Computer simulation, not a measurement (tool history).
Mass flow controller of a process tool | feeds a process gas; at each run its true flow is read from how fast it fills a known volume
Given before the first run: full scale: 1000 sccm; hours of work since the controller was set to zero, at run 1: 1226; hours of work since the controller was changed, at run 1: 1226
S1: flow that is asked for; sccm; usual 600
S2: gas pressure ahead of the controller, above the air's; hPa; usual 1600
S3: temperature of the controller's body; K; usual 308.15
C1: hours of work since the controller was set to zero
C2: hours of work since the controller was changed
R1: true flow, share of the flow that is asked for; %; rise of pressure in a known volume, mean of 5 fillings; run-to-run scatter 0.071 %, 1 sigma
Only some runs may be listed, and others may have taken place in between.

run	hour	S1	S2	S3	C1	C2	R1
1	0.0	600	1600	308.15	1226	1226	99.97
2	192.4	600	1600	308.15	1297	1297	99.91
3	336.1	600	1600	296.15	1351	1351	98.97
4	666.8	600	1600	296.15	1473	1473	99.10
5	955.2	600	1600	296.15	1580	1580	99.12
6	1230.8	600	1600	296.15	1682	1682	99.13
7	1431.2	600	1600	296.15	1756	1756	99.37
8	1615.2	734	1600	308.15	1825	1825	100.44
9	1812.6	734	1600	308.15	1898	1898	100.51
10	1957.6	734	1600	308.15	1951	1951	100.64
11	2152.7	600	1600	309.15	2024	2024	100.32
12	2385.8	600	2610	309.15	2110	2110	100.76
13	2658.5	600	1530	308.15	2211	2211	100.30
14	2824.6	106	1530	308.15	2273	2273	99.97
15	2968.4	600	2180	308.15	2326	2326	100.62
16	3109.7	600	2180	308.15	2378	2378	100.67
17	3447.4	600	2110	308.15	2503	2503	100.69
18	3747.8	157	1600	308.15	2615	2615	99.89
19	4037.4	157	1600	306.15	2722	2722	100.00
20	4263.2	600	1600	308.15	2806	2806	100.64
21	4422.6	309	2780	308.15	2865	2865	100.43
22	4728.5	187	2780	308.15	2978	2978	100.45

Predict the results of run 23:
23	4909.6	636	2780	308.15	3045	3045	?

{"run 23": {"R1": 101.21}}
Had the tool carried no hidden state, the very same run would have given R1 100.07 %.
